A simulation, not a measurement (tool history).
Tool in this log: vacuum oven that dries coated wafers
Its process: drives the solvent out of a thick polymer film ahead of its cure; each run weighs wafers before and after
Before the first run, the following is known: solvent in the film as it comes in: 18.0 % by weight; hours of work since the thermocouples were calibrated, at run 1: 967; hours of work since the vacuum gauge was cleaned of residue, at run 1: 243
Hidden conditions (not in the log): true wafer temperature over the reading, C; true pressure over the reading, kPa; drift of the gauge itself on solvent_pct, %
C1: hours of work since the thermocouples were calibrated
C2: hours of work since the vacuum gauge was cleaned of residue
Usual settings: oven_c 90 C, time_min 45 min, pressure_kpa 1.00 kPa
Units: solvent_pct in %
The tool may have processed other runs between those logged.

Run 1, hour 0.0: usual settings; C1 967; C2 243. Result: solvent_pct 2.71 %.
Run 2, hour 30.0: usual settings but oven_c 98 C; C1 988; C2 264. Result: solvent_pct 1.20 %.
Run 3, hour 45.4: usual settings; C1 998; C2 275. Result: solvent_pct 2.65 %.
Run 4, hour 68.2: usual settings; C1 1014; C2 291. Result: solvent_pct 2.66 %.
At hour 76.8: oven's thermocouples calibrated.
Run 5, hour 83.1: usual settings; C1 4; C2 299. Result: solvent_pct 3.14 %.
Run 6, hour 97.4: usual settings but time_min 24 min; C1 14; C2 309. Result: solvent_pct 6.36 %.
Run 7, hour 115.4: usual settings; C1 27; C2 322. Result: solvent_pct 3.16 %.
Run 8, hour 135.5: usual settings but oven_c 80 C; C1 41; C2 336. Result: solvent_pct 5.98 %.
Run 9, hour 160.5: usual settings but oven_c 80 C, time_min 48 min; C1 58; C2 353. Result: solvent_pct 5.61 %.
Run 10, hour 190.5: usual settings; C1 78; C2 374. Result: solvent_pct 3.14 %.
Run 11, hour 221.5: usual settings; C1 100; C2 395. Result: solvent_pct 3.09 %.
Run 12, hour 246.2: usual settings; C1 117; C2 412. Result: solvent_pct 3.16 %.
Run 13, hour 264.7: usual settings but oven_c 98 C; C1 130; C2 425. Result: solvent_pct 1.45 %.
Run 14, hour 283.5: usual settings but pressure_kpa 0.78 kPa; C1 143; C2 438. Result: solvent_pct 3.07 %.
Run 15, hour 303.4: usual settings but oven_c 88 C; C1 157; C2 452. Result: solvent_pct 3.58 %.
Run 16, hour 334.5: usual settings but oven_c 88 C; C1 178; C2 473. Result: solvent_pct 3.62 %.
Run 17, hour 359.9: usual settings but oven_c 88 C; C1 196; C2 491. Result: solvent_pct 3.60 %.
Run 18, hour 379.8: usual settings but oven_c 99 C, time_min 25 min, pressure_kpa 1.19 kPa; C1 209; C2 504. Result: solvent_pct 3.68 %.
Run 19, hour 394.5: usual settings but oven_c 96 C, time_min 33 min, pressure_kpa 1.93 kPa; C1 219; C2 515. Result: solvent_pct 3.15 %.
Run 20, hour 418.8: usual settings but oven_c 96 C, time_min 33 min, pressure_kpa 1.93 kPa; C1 236; C2 531. Result: solvent_pct 3.19 %.
Run 21, hour 442.6: usual settings but oven_c 81 C, time_min 36 min; C1 253; C2 548. Result: solvent_pct 6.76 %.
Run 22, hour 465.4: usual settings but oven_c 92 C; C1 268; C2 564. Result: solvent_pct 2.53 %.
Run 23, hour 483.1: usual settings but oven_c 92 C; C1 281; C2 576. Result: solvent_pct 2.56 %.
Run 24, hour 510.2: usual settings but oven_c 92 C, pressure_kpa 1.64 kPa; C1 299; C2 595. Result: solvent_pct 2.61 %.
Run 25, hour 527.8: usual settings but oven_c 92 C, pressure_kpa 1.64 kPa; C1 312; C2 607. Result: solvent_pct 2.66 %.
Run 26, hour 548.9: usual settings but oven_c 102 C, time_min 33 min, pressure_kpa 0.65 kPa; C1 326; C2 621. Result: solvent_pct 1.72 %.
Run 27, hour 575.1: usual settings but oven_c 99 C, time_min 76 min, pressure_kpa 0.63 kPa; C1 344; C2 639. Result: solvent_pct 0.31 %.
Run 28, hour 595.0: usual settings but oven_c 96 C, pressure_kpa 1.98 kPa; C1 358; C2 653. Result: solvent_pct 1.86 %.
Run 29, hour 614.6: usual settings but oven_c 96 C, pressure_kpa 1.98 kPa; C1 372; C2 667. Result: solvent_pct 1.89 %.
Run 30, hour 629.4: usual settings but time_min 34 min, pressure_kpa 3.84 kPa; C1 382; C2 677. Result: solvent_pct 4.81 %.
Run 31, hour 659.2: usual settings but time_min 34 min, pressure_kpa 3.84 kPa; C1 402; C2 697. Result: solvent_pct 4.81 %.
Run 32, hour 677.4: usual settings but time_min 34 min, pressure_kpa 3.84 kPa; C1 415; C2 710. Result: solvent_pct 4.82 %.
Run 33, hour 698.0: usual settings but oven_c 87 C; C1 429; C2 724. Result: solvent_pct 3.83 %.
Run 34, hour 712.2: usual settings but oven_c 101 C, time_min 40 min; C1 439; C2 734. Result: solvent_pct 1.27 %.

Describe how what the log doesn't record of the tool's condition differs between the last listed run preceding each entry between runs and the first listed run following it.
Between runs 4 and 5: oven's thermocouples calibrated (hour 76.8)
  true wafer temperature over the reading, C: 1.69 -> -0.29; true pressure over the reading, kPa: 0.084 -> 0.087
  difference, measured minus the result without the unlogged condition, solvent_pct: -0.39 -> +0.08 %
